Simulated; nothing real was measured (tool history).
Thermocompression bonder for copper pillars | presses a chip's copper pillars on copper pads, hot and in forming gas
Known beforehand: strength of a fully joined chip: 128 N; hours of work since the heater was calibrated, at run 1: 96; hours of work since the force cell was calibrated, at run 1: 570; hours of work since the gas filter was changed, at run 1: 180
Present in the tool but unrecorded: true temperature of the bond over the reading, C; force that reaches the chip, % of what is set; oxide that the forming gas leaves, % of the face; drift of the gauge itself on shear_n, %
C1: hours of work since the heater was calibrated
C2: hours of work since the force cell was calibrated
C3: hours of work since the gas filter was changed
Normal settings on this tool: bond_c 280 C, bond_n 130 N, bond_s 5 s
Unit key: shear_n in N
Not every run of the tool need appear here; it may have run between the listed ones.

Run 1, hour 0: usual settings; C1 96; C2 570; C3 180. Result: shear_n 44.8 N.
Run 2, hour 9.5: usual settings; C1 101; C2 576; C3 186. Result: shear_n 44.7 N.
Run 3, hour 17.2: usual settings but bond_s 3 s; C1 106; C2 581; C3 191. Result: shear_n 36.2 N.
Run 4, hour 26.1: usual settings but bond_n 85 N; C1 112; C2 587; C3 197. Result: shear_n 34.4 N.
Run 5, hour 39.1: usual settings but bond_n 85 N; C1 120; C2 595; C3 205. Result: shear_n 34.2 N.
Run 6, hour 48.9: usual settings; C1 126; C2 601; C3 211. Result: shear_n 44.8 N.
Run 7, hour 60: usual settings but bond_n 151 N; C1 133; C2 608; C3 218. Result: shear_n 48.5 N.
Run 8, hour 66.3: usual settings but bond_n 151 N; C1 137; C2 612; C3 222. Result: shear_n 49 N.
Run 9, hour 73.4: usual settings but bond_n 151 N; C1 141; C2 616; C3 226. Result: shear_n 48.4 N.
Run 10, hour 81.7: usual settings but bond_n 151 N; C1 146; C2 621; C3 231. Result: shear_n 48.7 N.
Run 11, hour 90.7: usual settings but bond_c 298 C, bond_n 95 N, bond_s 7 s; C1 152; C2 627; C3 237. Result: shear_n 52.2 N.
Run 12, hour 102.5: usual settings but bond_c 298 C, bond_n 95 N, bond_s 7 s; C1 159; C2 634; C3 244. Result: shear_n 51.4 N.
At hour 105: force cell calibrated.
Run 13, hour 113: usual settings but bond_c 298 C, bond_n 95 N, bond_s 7 s; C1 165; C2 5; C3 249. Result: shear_n 51.6 N.
Run 14, hour 122.9: usual settings but bond_c 298 C, bond_n 95 N, bond_s 7 s; C1 171; C2 11; C3 256. Result: shear_n 51.4 N.
Run 15, hour 129.5: usual settings but bond_c 298 C, bond_n 95 N, bond_s 7 s; C1 175; C2 15; C3 260. Result: shear_n 52 N.
Run 16, hour 136.4: usual settings but bond_c 293 C, bond_n 79 N; C1 179; C2 19; C3 264. Result: shear_n 38.1 N.
Run 17, hour 147.5: usual settings but bond_c 260 C, bond_n 113 N, bond_s 4 s; C1 186; C2 26; C3 271. Result: shear_n 28.8 N.
Run 18, hour 156.5: usual settings but bond_c 260 C, bond_n 113 N, bond_s 4 s; C1 192; C2 32; C3 276. Result: shear_n 28.9 N.
Run 19, hour 165.2: usual settings but bond_c 262 C, bond_n 109 N, bond_s 4 s; C1 197; C2 37; C3 282. Result: shear_n 29.1 N.
Run 20, hour 172.3: usual settings but bond_n 96 N, bond_s 3 s; C1 201; C2 42; C3 286. Result: shear_n 29.5 N.

Branching from run 20: 4 alternative next runs. What would each branch give?
At hour 174.7: force cell calibrated, once more.
Run A, hour 181.7: usual settings but bond_c 263 C, bond_n 88 N, bond_s 3 s; C1 206; C2 4; C3 291. Result: shear_n ?.
At hour 174.7: force cell calibrated, once more.
Run B, hour 181.7: usual settings but bond_c 291 C, bond_s 13 s; C1 206; C2 4; C3 291. Result: shear_n ?.
At hour 174.7: force cell calibrated, once more.
Run C, hour 181.7: usual settings but bond_c 302 C, bond_n 85 N; C1 206; C2 4; C3 291. Result: shear_n ?.
At hour 174.7: force cell calibrated, once more.
Run D, hour 181.7: usual settings but bond_c 282 C, bond_n 96 N, bond_s 3 s; C1 206; C2 4; C3 291. Result: shear_n ?.

run  shear_n
  A     22.8
  B       71
  C     44.5
  D       31
The same runs, with their run-to-run variation unchanged, on a tool lacking any hidden condition would have given:
run  shear_n
  A     23.1
  B     72.1
  C     45.1
  D     31.5
